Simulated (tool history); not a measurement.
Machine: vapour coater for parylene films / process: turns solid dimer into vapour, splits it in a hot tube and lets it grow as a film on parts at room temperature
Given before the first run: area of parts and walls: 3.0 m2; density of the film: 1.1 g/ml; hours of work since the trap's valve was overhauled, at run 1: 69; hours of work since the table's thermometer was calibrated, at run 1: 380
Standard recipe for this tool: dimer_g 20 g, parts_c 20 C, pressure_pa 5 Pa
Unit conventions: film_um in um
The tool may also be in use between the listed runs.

run,day,dimer_g,parts_c,pressure_pa,hours of work since the trap's valve was overhauled,hours of work since the table's thermometer was calibrated,film_um
1,0,20,20,5,69,380,4.2
2,0.875,20,20,5,86,397,4.17
3,1.958,20,20,5,107,418,4.17
4,3.208,20,20,5,131,442,4.18
5,4.758,20,20,3.09,161,472,4.26
6,5.667,20,20,3.09,179,490,4.29
7,6.842,20,20,5,201,512,4.2
8,8.404,20,20,5,231,542,4.04
9,9.125,20,20,5,245,556,4.06
10,10.388,20,20,5,270,581,4.04
11,11.592,20,20,5.5,293,604,3.9
12,12.333,20,20,5.5,307,618,3.98
13,13.704,20,20,5.5,334,645,3.94
14,14.8,20,27,5,355,666,3.07
15,16.067,21,23,6.03,379,690,3.58
# day 17.317: trap's valve overhauled
16,17.504,21,23,6.03,4,715,4.02
17,19.088,20,18,3,34,745,4.73
18,20.379,9,18,6.52,59,770,2.02
19,21.158,31,15,10.39,74,785,7.42
20,22.629,31,19,10.39,103,814,6.43
21,23.625,31,19,10.39,122,833,6.38
22,25.212,11,19,4.36,152,863,2.4

Predict each of these 3 candidate next runs independently; none follows another, all start after run 22:
A,26.842,11,19,5.15,184,895,?
B,26.842,23,19,3.82,184,895,?
C,26.842,11,13,6.23,184,895,?

run,film_um
A,2.32
B,5.13
C,2.83
Without the tool's hidden state the same runs would have given:
run,film_um
A,2.33
B,5.15
C,2.83
